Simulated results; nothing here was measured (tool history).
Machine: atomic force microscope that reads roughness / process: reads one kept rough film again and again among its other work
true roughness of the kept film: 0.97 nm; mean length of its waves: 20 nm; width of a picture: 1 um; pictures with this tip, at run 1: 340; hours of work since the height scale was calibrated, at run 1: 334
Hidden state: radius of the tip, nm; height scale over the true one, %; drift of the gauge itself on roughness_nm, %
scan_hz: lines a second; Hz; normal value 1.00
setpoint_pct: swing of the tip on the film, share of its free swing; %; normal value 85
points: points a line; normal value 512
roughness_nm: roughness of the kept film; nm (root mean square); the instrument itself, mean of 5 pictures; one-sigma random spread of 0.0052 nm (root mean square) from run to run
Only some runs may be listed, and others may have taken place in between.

| run | day | scan_hz | setpoint_pct | points | pictures with this tip | hours of work since the height scale was calibrated | roughness_nm |
|---|---|---|---|---|---|---|---|
| 1 | 0.000 | 1.00 | 85 | 512 | 340 | 334 | 0.699 |
|  | 0.617 | new tip fitted |
| 2 | 0.746 | 1.00 | 85 | 512 | 4 | 342 | 0.821 |
| 3 | 1.358 | 1.00 | 85 | 512 | 22 | 349 | 0.814 |
| 4 | 2.029 | 1.00 | 85 | 512 | 43 | 357 | 0.797 |
| 5 | 2.838 | 2.23 | 85 | 512 | 68 | 366 | 0.717 |
| 6 | 3.596 | 1.00 | 85 | 532 | 91 | 375 | 0.778 |
| 7 | 4.142 | 1.00 | 85 | 512 | 108 | 381 | 0.773 |
| 8 | 4.942 | 1.00 | 85 | 512 | 132 | 391 | 0.770 |
| 9 | 5.662 | 1.00 | 85 | 512 | 155 | 399 | 0.749 |
| 10 | 6.033 | 1.00 | 85 | 512 | 166 | 403 | 0.752 |
| 11 | 6.738 | 1.00 | 85 | 512 | 188 | 412 | 0.745 |
| 12 | 7.250 | 1.00 | 85 | 512 | 203 | 418 | 0.751 |
| 13 | 7.812 | 1.00 | 85 | 512 | 221 | 424 | 0.731 |
| 14 | 8.338 | 1.00 | 85 | 512 | 237 | 430 | 0.731 |
| 15 | 8.954 | 1.00 | 85 | 512 | 256 | 437 | 0.718 |
| 16 | 9.704 | 1.00 | 85 | 512 | 279 | 446 | 0.711 |
| 17 | 10.379 | 1.00 | 85 | 512 | 299 | 454 | 0.703 |
| 18 | 11.225 | 1.00 | 85 | 512 | 325 | 464 | 0.699 |
| 19 | 11.788 | 1.00 | 72 | 512 | 342 | 470 | 0.719 |
|  | 12.346 | new tip fitted |
| 20 | 12.712 | 1.00 | 86 | 986 | 11 | 481 | 0.817 |
| 21 | 13.100 | 1.00 | 83 | 319 | 23 | 485 | 0.800 |
| 22 | 13.971 | 1.00 | 83 | 319 | 50 | 495 | 0.786 |
| 23 | 14.592 | 1.00 | 71 | 276 | 69 | 503 | 0.799 |
| 24 | 15.467 | 1.00 | 71 | 276 | 96 | 513 | 0.795 |
| 25 | 16.067 | 1.15 | 65 | 270 | 114 | 520 | 0.799 |
| 26 | 16.496 | 3.32 | 85 | 884 | 127 | 525 | 0.649 |
| 27 | 17.346 | 3.32 | 85 | 884 | 153 | 535 | 0.625 |
| 28 | 18.221 | 3.32 | 85 | 884 | 180 | 545 | 0.628 |
| 29 | 19.129 | 3.32 | 85 | 884 | 208 | 555 | 0.612 |
| 30 | 19.608 | 0.52 | 65 | 270 | 223 | 561 | 0.767 |
| 31 | 20.412 | 0.52 | 65 | 270 | 248 | 570 | 0.761 |
| 32 | 21.067 | 1.76 | 65 | 988 | 268 | 578 | 0.748 |
| 33 | 21.604 | 1.39 | 71 | 512 | 284 | 584 | 0.727 |
| 34 | 21.983 | 1.39 | 62 | 512 | 296 | 588 | 0.744 |
| 35 | 22.475 | 1.00 | 83 | 434 | 311 | 594 | 0.704 |
| 36 | 22.912 | 2.08 | 63 | 905 | 324 | 599 | 0.719 |
| 37 | 23.588 | 0.59 | 63 | 611 | 345 | 607 | 0.748 |

Here are 4 independent what-if runs from the current tool condition. What would each one return?
|  | 24.096 | new tip fitted |
| A | 24.171 | 0.74 | 57 | 476 | 2 | 614 | ? |
|  | 24.096 | new tip fitted |
| B | 24.171 | 1.11 | 63 | 679 | 2 | 614 | ? |
|  | 24.096 | new tip fitted |
| C | 24.171 | 1.22 | 66 | 321 | 2 | 614 | ? |
|  | 24.096 | new tip fitted |
| D | 24.171 | 0.59 | 63 | 543 | 2 | 614 | ? |

| run | roughness_nm |
|---|---|
| A | 0.876 |
| B | 0.860 |
| C | 0.840 |
| D | 0.887 |
The same runs, with their run-to-run variation unchanged, on a tool lacking any hidden condition would have given:
| run | roughness_nm |
|---|---|
| A | 0.886 |
| B | 0.870 |
| C | 0.849 |
| D | 0.897 |
